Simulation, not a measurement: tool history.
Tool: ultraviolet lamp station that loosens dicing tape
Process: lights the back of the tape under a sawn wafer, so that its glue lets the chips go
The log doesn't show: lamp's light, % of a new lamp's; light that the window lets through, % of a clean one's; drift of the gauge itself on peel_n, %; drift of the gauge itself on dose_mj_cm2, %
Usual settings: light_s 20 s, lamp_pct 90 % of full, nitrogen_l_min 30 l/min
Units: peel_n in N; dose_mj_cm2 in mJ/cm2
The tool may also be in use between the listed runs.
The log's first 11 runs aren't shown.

run,day,light_s,lamp_pct,nitrogen_l_min,hours of work of the lamp,hours of work since the window was cleaned,peel_n,dose_mj_cm2
12,29.654,20,90,30,265,270,1.382,300
13,32.788,20,90,30,299,304,1.453,292
# day 34.033: window cleaned of glue's vapour
14,36.288,20,90,30,337,24,1.17,324
15,38.571,20,90,30,361,49,1.234,314
16,41.367,20,90,30,392,79,1.314,301
17,43.821,13,90,30,418,106,2.853,187
18,45.796,20,90,20,440,127,1.964,285
19,49.379,20,90,20,478,166,2.133,271
20,52.879,20,90,20,516,204,2.316,251
21,55.204,20,90,28,541,229,2.021,247

The next listed run, before its measurement:
22,59.071,25,79,9,583,271,?,?

{"run 22": {"peel_n": 3.41, "dose_mj_cm2": 251}}
Without the tool's hidden state the same run would have given peel_n 1.441 N, dose_mj_cm2 463 mJ/cm2.
